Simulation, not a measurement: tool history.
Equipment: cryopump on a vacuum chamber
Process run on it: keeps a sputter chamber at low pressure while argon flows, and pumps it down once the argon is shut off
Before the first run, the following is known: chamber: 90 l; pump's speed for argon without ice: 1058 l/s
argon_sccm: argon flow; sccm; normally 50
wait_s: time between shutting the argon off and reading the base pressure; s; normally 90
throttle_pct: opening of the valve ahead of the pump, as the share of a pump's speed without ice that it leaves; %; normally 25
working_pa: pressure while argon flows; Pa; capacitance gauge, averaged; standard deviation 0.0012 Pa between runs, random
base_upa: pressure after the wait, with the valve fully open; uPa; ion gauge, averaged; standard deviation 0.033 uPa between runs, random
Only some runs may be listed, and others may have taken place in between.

Run 1, day 0.000: usual settings. Result: working_pa 0.3261 Pa, base_upa 4.04 uPa.
Run 2, day 1.521: usual settings. Result: working_pa 0.3261 Pa, base_upa 4.04 uPa.
Run 3, day 2.904: usual settings. Result: working_pa 0.3277 Pa, base_upa 4.09 uPa.
Run 4, day 4.388: usual settings. Result: working_pa 0.3267 Pa, base_upa 4.11 uPa.
Run 5, day 5.642: usual settings. Result: working_pa 0.3287 Pa, base_upa 4.29 uPa.
Run 6, day 6.675: usual settings but wait_s 22 s. Result: working_pa 0.3250 Pa, base_upa 8.61 uPa.
Run 7, day 7.992: usual settings but wait_s 22 s. Result: working_pa 0.3292 Pa, base_upa 8.62 uPa.
Run 8, day 9.467: usual settings but wait_s 69 s, throttle_pct 20 %. Result: working_pa 0.4066 Pa, base_upa 4.61 uPa.
Run 9, day 10.588: usual settings but argon_sccm 73 sccm, wait_s 165 s. Result: working_pa 0.4785 Pa, base_upa 3.60 uPa.
Run 10, day 12.125: usual settings but argon_sccm 73 sccm, wait_s 165 s. Result: working_pa 0.4802 Pa, base_upa 3.72 uPa.
Run 11, day 13.379: usual settings but wait_s 114 s, throttle_pct 42 %. Result: working_pa 0.2009 Pa, base_upa 4.16 uPa.
Run 12, day 14.142: usual settings but argon_sccm 29 sccm, throttle_pct 20 %. Result: working_pa 0.2377 Pa, base_upa 4.38 uPa.
Run 13, day 15.238: usual settings but argon_sccm 29 sccm, wait_s 47 s, throttle_pct 20 %. Result: working_pa 0.2382 Pa, base_upa 5.80 uPa.
Run 14, day 16.608: usual settings but argon_sccm 48 sccm, wait_s 156 s, throttle_pct 31 %. Result: working_pa 0.2595 Pa, base_upa 3.99 uPa.

5 ways to go on from here, each from the tool as it stands after run 14. What would each give?
Run A, day 17.729: usual settings but wait_s 201 s, throttle_pct 17 %. Result: working_pa ?, base_upa ?.
Run B, day 17.729: usual settings but throttle_pct 20 %. Result: working_pa ?, base_upa ?.
Run C, day 17.729: usual settings but argon_sccm 33 sccm, wait_s 50 s, throttle_pct 19 %. Result: working_pa ?, base_upa ?.
Run D, day 17.729: usual settings but argon_sccm 84 sccm, wait_s 48 s. Result: working_pa ?, base_upa ?.
Run E, day 17.729: usual settings but argon_sccm 30 sccm, wait_s 156 s, throttle_pct 33 %. Result: working_pa ?, base_upa ?.

run  working_pa  base_upa
  A      0.4833      3.75
  B      0.4134      4.67
  C      0.2851      5.77
  D      0.5573      5.59
  E      0.1522      3.97
Had the tool no hidden state, the same runs would have come out as:
run  working_pa  base_upa
  A      0.4713      0.95
  B      0.4014      1.77
  C      0.2772      2.92
  D      0.5372      2.85
  E      0.1450      1.17
